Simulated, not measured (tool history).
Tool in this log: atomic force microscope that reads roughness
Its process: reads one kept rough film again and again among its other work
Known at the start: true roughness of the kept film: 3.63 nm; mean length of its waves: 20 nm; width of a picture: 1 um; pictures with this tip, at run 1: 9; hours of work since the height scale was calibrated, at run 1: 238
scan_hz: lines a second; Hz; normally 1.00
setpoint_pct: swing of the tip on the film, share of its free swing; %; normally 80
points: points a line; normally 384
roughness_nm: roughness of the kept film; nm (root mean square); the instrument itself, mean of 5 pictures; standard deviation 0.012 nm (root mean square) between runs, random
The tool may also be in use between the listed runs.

run   hour  scan_hz  setpoint_pct  points  pictures with this tip  hours of work since the height scale was calibrated  roughness_nm
  1    0.0     1.00            80     384                       9                                                  238         2.687
  2   18.5     1.00            80     384                      37                                                  247         2.522
  3   31.5     1.00            80     384                      56                                                  253         2.411
      44.3  -- new tip fitted
  4   45.3     1.00            87     384                       1                                                  259         2.615
  5   63.1     1.00            87     384                      28                                                  268         2.445
  6   73.8     1.00            87     384                      44                                                  273         2.364
      94.4  -- new tip fitted
  7   94.8     1.00            87     384                       1                                                  283         2.590
  8  110.8     1.00            87     384                      25                                                  290         2.436
  9  119.5     1.00            71     384                      38                                                  295         2.567
 10  132.9     1.00            80     550                      58                                                  301         2.369
     145.0  -- new tip fitted
 11  151.0     1.00            80     550                       9                                                  309         2.702
 12  162.5     1.00            80     991                      26                                                  315         2.574
 13  179.6     1.00            80     384                      52                                                  323         2.412
     195.6  -- new tip fitted
 14  198.7     1.00            68     384                       5                                                  332         2.820
 15  212.5     1.00            68     384                      25                                                  338         2.686
 16  229.6     1.00            68     384                      51                                                  347         2.509
 17  238.0     1.00            68     384                      63                                                  351         2.453
     245.9  -- new tip fitted
 18  256.8     1.00            68     384                      16                                                  359         2.739
 19  269.4     1.00            68     384                      35                                                  365         2.619
 20  281.1     2.53            68     384                      52                                                  371         2.319
     296.0  -- new tip fitted
 21  299.2     2.53            68     384                       5                                                  379         2.568
 22  317.4     2.53            68     384                      32                                                  388         2.404
 23  325.8     1.00            80     384                      44                                                  392         2.419
 24  343.0     1.00            80     384                      70                                                  400         2.273
     346.3  -- new tip fitted
 25  358.2     1.00            70     384                      18                                                  407         2.715
 26  370.2     2.29            70     695                      36                                                  413         2.447
 27  382.7     1.13            65     384                      55                                                  419         2.520
     395.9  -- new tip fitted
 28  402.6     2.56            79     871                      10                                                  428         2.345
 29  418.9     0.51            80     352                      34                                                  436         2.625
 30  438.1     1.20            58     905                      63                                                  445         2.550
     446.4  -- new tip fitted
 31  458.8     0.83            86     766                      18                                                  455         2.624
 32  468.4     1.00            80     776                      33                                                  459         2.542
 33  482.8     1.00            80     373                      54                                                  466         2.398
     485.1  -- height scale calibrated on a step standard
     498.5  -- new tip fitted
 34  499.2     1.00            80     373                       1                                                    6         2.751
 35  515.6     1.00            80     373                      26                                                   14         2.548
 36  535.4     3.86            80     277                      56                                                   24         1.818
     549.7  -- new tip fitted
     551.8  -- height scale calibrated on a step standard, once more
 37  555.2     3.86            80     371                       7                                                    2         2.063
 38  567.7     3.86            60     875                      26                                                    8         2.511
 39  585.8     3.86            60     875                      53                                                   16         2.361
     600.6  -- new tip fitted
 40  605.0     0.64            80     525                       7                                                   25         2.797
 41  617.9     0.83            59     525                      26                                                   31         2.783
 42  633.7     0.83            59     525                      50                                                   39         2.595
 43  644.0     1.03            70     525                      65                                                   44         2.399
     650.4  -- new tip fitted
 44  653.4     2.41            88     633                       4                                                   48         2.188
 45  662.3     2.41            88     633                      18                                                   52         2.101
 46  672.5     2.41            88     633                      33                                                   57         2.058
 47  685.5     0.61            80     643                      53                                                   63         2.523
 48  696.3     0.89            80     373                      69                                                   68         2.318

Branching from run 48: 5 alternative next runs. What would each branch give?
     701.0  -- new tip fitted
  A  712.3     1.63            80     496                      17                                                   76             ?
     701.0  -- new tip fitted
  B  712.3     1.20            64     384                      17                                                   76             ?
     701.0  -- new tip fitted
  C  712.3     0.76            67     820                      17                                                   76             ?
     701.0  -- new tip fitted
  D  712.3     2.48            80     751                      17                                                   76             ?
     701.0  -- new tip fitted
  E  712.3     0.89            80     605                      17                                                   76             ?

run  roughness_nm
  A         2.453
  B         2.739
  C         2.825
  D         2.296
  E         2.656
The same runs, with their run-to-run variation unchanged, on a tool lacking any hidden condition would have given:
run  roughness_nm
  A         2.568
  B         2.868
  C         2.958
  D         2.404
  E         2.781

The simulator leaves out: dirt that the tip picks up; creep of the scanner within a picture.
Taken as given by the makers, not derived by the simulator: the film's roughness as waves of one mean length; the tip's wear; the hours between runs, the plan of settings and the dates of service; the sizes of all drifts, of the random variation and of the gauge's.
